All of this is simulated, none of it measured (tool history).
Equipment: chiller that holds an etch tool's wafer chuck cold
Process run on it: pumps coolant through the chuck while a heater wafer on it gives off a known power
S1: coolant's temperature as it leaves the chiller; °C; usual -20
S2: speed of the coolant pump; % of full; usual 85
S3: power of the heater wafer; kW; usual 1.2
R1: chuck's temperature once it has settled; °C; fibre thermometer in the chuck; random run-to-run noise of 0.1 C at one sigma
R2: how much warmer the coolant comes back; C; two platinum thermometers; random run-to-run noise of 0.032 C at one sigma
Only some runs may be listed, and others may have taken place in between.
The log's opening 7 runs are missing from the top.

Run 8, hour 774.1: usual settings but S2 98 % of full. Result: R1 -8.7 °C, R2 3.05 C.
Run 9, hour 872: usual settings but S2 98 % of full. Result: R1 -8.7 °C, R2 3.08 C.
Run 10, hour 961.3: usual settings but S2 98 % of full. Result: R1 -8.7 °C, R2 3.1 C.
Run 11, hour 1039: usual settings but S2 98 % of full. Result: R1 -8.8 °C, R2 3.05 C.
Run 12, hour 1142.9: usual settings but S2 98 % of full. Result: R1 -8.5 °C, R2 3.06 C.
Run 13, hour 1256.4: usual settings but S2 98 % of full. Result: R1 -8.7 °C, R2 3.05 C.
Run 14, hour 1335.8: usual settings but S2 98 % of full. Result: R1 -8.8 °C, R2 3.09 C.
Run 15, hour 1477.8: usual settings but S2 98 % of full. Result: R1 -8.7 °C, R2 3.06 C.
Run 16, hour 1546.5: usual settings but S1 -24 °C, S2 98 % of full. Result: R1 -12.6 °C, R2 3.04 C.
Run 17, hour 1686.1: usual settings but S1 -18 °C, S2 72 % of full. Result: R1 -4.7 °C, R2 4.17 C.
Run 18, hour 1821.9: usual settings but S1 -26 °C, S2 87 % of full. Result: R1 -13.9 °C, R2 3.39 C.
Run 19, hour 1939.3: usual settings but S1 -26 °C, S2 87 % of full. Result: R1 -13.9 °C, R2 3.5 C.
Run 20, hour 2003: usual settings but S1 -26 °C, S2 87 % of full. Result: R1 -14.1 °C, R2 3.43 C.
Run 21, hour 2098.8: usual settings but S1 -26 °C, S2 87 % of full. Result: R1 -13.9 °C, R2 3.44 C.
Run 22, hour 2243.9: usual settings but S2 95 % of full. Result: R1 -8.5 °C, R2 3.21 C.
Run 23, hour 2385.5: usual settings but S2 95 % of full. Result: R1 -8.5 °C, R2 3.13 C.
Run 24, hour 2500.7: usual settings but S2 97 % of full, S3 1.554 kW. Result: R1 -5.3 °C, R2 4.01 C.
Run 25, hour 2606.2: usual settings but S1 -23 °C, S2 69 % of full, S3 1.015 kW. Result: R1 -11.5 °C, R2 3.63 C.
Run 26, hour 2723: usual settings but S3 1.064 kW. Result: R1 -9.1 °C, R2 3.11 C.
Run 27, hour 2808.1: usual settings but S1 -14 °C, S2 81 % of full, S3 1.727 kW. Result: R1 4.1 °C, R2 5.35 C.
Run 28, hour 2964.1: usual settings but S1 -14 °C, S2 77 % of full, S3 1.727 kW. Result: R1 4.5 °C, R2 5.56 C.
Run 29, hour 3042: usual settings but S1 -14 °C, S2 77 % of full, S3 1.727 kW. Result: R1 4.7 °C, R2 5.62 C.
Run 30, hour 3164.9: usual settings but S1 -14 °C, S2 77 % of full, S3 1.727 kW. Result: R1 4.7 °C, R2 5.59 C.
Run 31, hour 3232.1: usual settings but S2 74 % of full. Result: R1 -6.8 °C, R2 4.03 C.

Here are 4 independent what-if runs from the current tool condition. What would each one return?
Run A, hour 3365.2: usual settings but S1 -24 °C, S2 78 % of full, S3 1.092 kW. Result: R1 ?, R2 ?.
Run B, hour 3365.2: usual settings but S1 -25 °C, S3 1.541 kW. Result: R1 ?, R2 ?.
Run C, hour 3365.2: usual settings but S1 -24 °C, S2 84 % of full, S3 1.696 kW. Result: R1 ?, R2 ?.
Run D, hour 3365.2: usual settings but S1 -11 °C, S3 0.667 kW. Result: R1 ?, R2 ?.

run     R1    R2
  A  -12.4  3.51
  B   -9.4  4.45
  C   -6.5  5.02
  D   -4.3  1.98
What these runs would have given with no unlogged condition in the tool:
run     R1    R2
  A  -12.5  3.51
  B   -9.4  4.45
  C   -6.6  5.02
  D   -4.4  1.98
